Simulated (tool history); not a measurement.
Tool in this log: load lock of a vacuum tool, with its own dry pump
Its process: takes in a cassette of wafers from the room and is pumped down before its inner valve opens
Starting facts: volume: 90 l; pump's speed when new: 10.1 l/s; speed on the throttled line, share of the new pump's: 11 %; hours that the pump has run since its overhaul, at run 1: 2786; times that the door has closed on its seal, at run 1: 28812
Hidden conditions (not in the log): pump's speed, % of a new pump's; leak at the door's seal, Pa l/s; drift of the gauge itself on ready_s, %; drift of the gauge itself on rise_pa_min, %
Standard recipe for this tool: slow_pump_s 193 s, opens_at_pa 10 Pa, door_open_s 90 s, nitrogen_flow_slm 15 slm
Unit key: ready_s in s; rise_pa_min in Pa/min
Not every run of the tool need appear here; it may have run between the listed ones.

run,day,slow_pump_s,opens_at_pa,door_open_s,nitrogen_flow_slm,hours that the pump has run since its overhaul,times that the door has closed on its seal,"incoming humidity of the room's air, %",ready_s,rise_pa_min
1,0.000,193,10,90,15,2786,28812,44.3,254.5,0.025
2,3.129,193,10,90,15,2861,29131,43.0,255.3,0.024
3,6.108,193,10,90,15,2933,29435,45.1,255.5,0.026
4,8.604,193,10,90,5,2993,29689,43.7,255.1,0.041
5,10.238,193,10,86,5,3032,29856,49.6,254.1,0.046
6,13.833,193,10,86,5,3118,30222,47.7,254.5,0.039
7,15.362,193,10,86,5,3155,30378,41.2,256.1,0.040
8,17.762,193,10,86,5,3212,30622,45.6,256.3,0.042
9,20.375,193,10,90,15,3275,30889,40.6,255.3,0.029
10,22.479,193,10,88,15,3326,31103,41.8,254.7,0.031
11,25.538,193,10,88,15,3399,31415,46.0,255.5,0.028
12,28.292,193,10,90,15,3465,31695,47.4,255.6,0.031
13,30.600,193,10,90,18,3520,31930,41.8,253.0,0.019
14,33.904,193,10,90,18,3600,32267,47.2,256.1,0.018
15,37.617,193,10,43,18,3689,32645,46.2,254.3,0.020
16,40.954,193,20,90,15,3769,32985,48.4,250.1,0.029
17,43.954,193,10,90,15,3841,33291,43.9,255.9,0.025
18,46.146,193,10,90,15,3894,33514,46.4,255.1,0.027
19,49.804,193,10,90,15,3981,33887,44.0,254.9,0.026
20,51.862,281,10,193,10,4031,34097,46.6,332.8,0.056
21,54.154,193,11,39,15,4086,34331,47.5,254.1,0.017
22,56.542,193,11,39,15,4143,34574,41.3,253.3,0.010
23,59.721,163,12,86,14,4219,34898,43.8,226.1,0.025
24,63.121,299,12,29,19,4301,35244,47.9,347.6,0.014
25,65.996,193,10,90,28,4370,35537,43.4,256.3,0.018
26,68.471,117,13,122,25,4429,35790,46.6,183.9,0.021
27,71.000,117,13,122,25,4490,36047,45.6,186.5,0.019
28,74.375,174,10,90,16,4571,36391,44.0,239.9,0.030
29,76.262,174,13,90,24,4616,36584,48.4,236.0,0.024
# day 77.546: door's seal changed, seat wiped
30,79.596,370,11,90,34,4695,209,43.9,413.9,0.014
31,81.246,193,8,115,39,4734,377,44.6,259.3,0.018
32,84.083,341,11,29,14,4803,666,43.3,387.5,0.011
33,86.629,341,11,29,14,4864,926,42.7,385.4,0.011
34,88.671,271,14,215,5,4913,1133,44.3,320.6,0.075
35,91.579,159,14,70,15,4982,1430,45.1,222.3,0.018
36,95.008,159,14,70,15,5065,1779,44.5,224.2,0.025
37,97.317,196,10,63,10,5120,2014,41.7,257.8,0.025
38,99.921,112,10,106,27,5183,2280,43.2,182.5,0.016

3 options for the next run, each taken on its own from the tool as it stands now. Forecast them:
A,102.804,112,10,78,27,5252,2573,45.0,?,?
B,102.804,112,13,106,24,5252,2573,45.7,?,?
C,102.804,112,10,127,27,5252,2573,45.0,?,?

run,ready_s,rise_pa_min
A,183.5,0.014
B,180.0,0.029
C,183.1,0.029
With the hidden condition removed and each run's random variation left untouched, the same runs would have given:
run,ready_s,rise_pa_min
A,183.5,0.014
B,180.0,0.029
C,183.1,0.029
